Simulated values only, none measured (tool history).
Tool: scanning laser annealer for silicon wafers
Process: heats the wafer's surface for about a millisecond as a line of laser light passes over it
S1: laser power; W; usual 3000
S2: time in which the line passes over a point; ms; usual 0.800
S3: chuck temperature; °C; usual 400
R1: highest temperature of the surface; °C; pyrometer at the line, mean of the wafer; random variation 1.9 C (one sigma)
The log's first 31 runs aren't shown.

run   hour    S1     S2   S3    R1
     402.1  -- optics aligned, line set to its width
 32  411.6  2786  0.800  400  1063
 33  426.1  2786  0.800  400  1061
 34  435.0  2608  0.611  435   963
 35  450.3  2608  0.611  417   947
 36  466.2  2925  0.567  390   957
 37  476.7  2925  0.567  390   956
 38  485.0  2925  0.567  390   952
 39  493.0  2865  0.678  366   980
 40  509.8  2865  0.678  366   980
 41  528.7  3062  0.800  400  1124
 42  538.4  3143  0.844  389  1156

Forecast each of these 3 alternatives for the next run:
  A  548.4  3000  0.800  434   ?
  B  548.4  3143  0.844  433   ?
  C  548.4  3143  0.675  389   ?

run    R1
  A  1142
  B  1198
  C  1058
Without the tool's hidden state the same runs would have given:
run    R1
  A  1159
  B  1216
  C  1074

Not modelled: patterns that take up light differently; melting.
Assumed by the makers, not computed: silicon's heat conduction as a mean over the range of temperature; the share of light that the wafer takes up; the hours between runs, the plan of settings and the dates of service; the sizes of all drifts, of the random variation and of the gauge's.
